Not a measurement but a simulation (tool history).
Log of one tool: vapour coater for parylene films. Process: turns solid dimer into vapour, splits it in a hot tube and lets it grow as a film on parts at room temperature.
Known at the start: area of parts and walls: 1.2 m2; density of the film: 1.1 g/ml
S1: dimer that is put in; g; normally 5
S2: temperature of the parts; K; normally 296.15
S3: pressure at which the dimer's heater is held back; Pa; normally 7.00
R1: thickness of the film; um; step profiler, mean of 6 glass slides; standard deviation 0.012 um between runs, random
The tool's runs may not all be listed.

run    hour  S1      S2     S3    R1
  1     0.0   5  296.15   7.00  2.53
  2    37.1   5  299.15   7.00  2.25
  3    72.9   5  296.15   2.78  3.12
  4   110.5   5  296.15   2.78  3.10
      116.9  -- table's thermometer calibrated
  5   146.4   5  296.15   2.78  3.06
  6   185.8   5  296.15   2.78  3.06
  7   265.7   5  296.15   2.78  3.04
  8   345.5   3  296.15   2.78  1.79
  9   410.4   5  302.15   7.00  1.89
 10   453.3   7  296.15   7.00  3.37
 11   509.9   5  296.15   7.00  2.41
 12   567.9   5  296.15   7.00  2.40
 13   646.3   5  296.15   7.00  2.37
 14   686.2   5  296.15   7.00  2.37
 15   756.9   5  295.15   7.00  2.45
 16   815.3   5  296.15   7.00  2.35
 17   867.0   4  297.15   7.00  1.80
      916.0  -- trap's valve overhauled
 18   946.8   4  298.15   4.82  2.03
 19  1006.1   5  288.15   7.00  3.46
 20  1067.3   3  297.15   4.47  1.59
 21  1120.6   3  297.15   4.47  1.62
 22  1193.5   3  304.15   4.47  1.21
 23  1236.6   3  304.15   4.47  1.19
 24  1292.8   3  304.15   4.47  1.19
 25  1373.8   3  304.15   4.47  1.18
 26  1419.5   4  304.15   2.21  1.84
 27  1464.1   4  299.15   4.14  1.95
 28  1507.9   4  299.15   4.14  1.94
 29  1555.4   3  298.15   7.00  1.34
 30  1618.7   3  290.15  10.54  1.67
 31  1663.9   3  290.15  11.82  1.60

Measured minus without-hidden-state, run by run (identical run-to-run variation in each term; gauge scatter may differ):
Unlogged tool condition in this case: vapour lost through the trap's worn valve, %; true temperature of the parts over the reading, C; drift of the gauge itself on film_um, %.
run     R1
  1  +0.02
  2  +0.01
  3  +0.00
  4  +0.00
  5  -0.06
  6  -0.06
  7  -0.08
  8  -0.06
  9  -0.08
 10  -0.14
 11  -0.12
 12  -0.12
 13  -0.14
 14  -0.14
 15  -0.17
 16  -0.17
 17  -0.13
 18  +0.00
 19  -0.02
 20  -0.02
 21  -0.02
 22  -0.02
 23  -0.03
 24  -0.03
 25  -0.04
 26  -0.07
 27  -0.07
 28  -0.09
 29  -0.06
 30  -0.09
 31  -0.09

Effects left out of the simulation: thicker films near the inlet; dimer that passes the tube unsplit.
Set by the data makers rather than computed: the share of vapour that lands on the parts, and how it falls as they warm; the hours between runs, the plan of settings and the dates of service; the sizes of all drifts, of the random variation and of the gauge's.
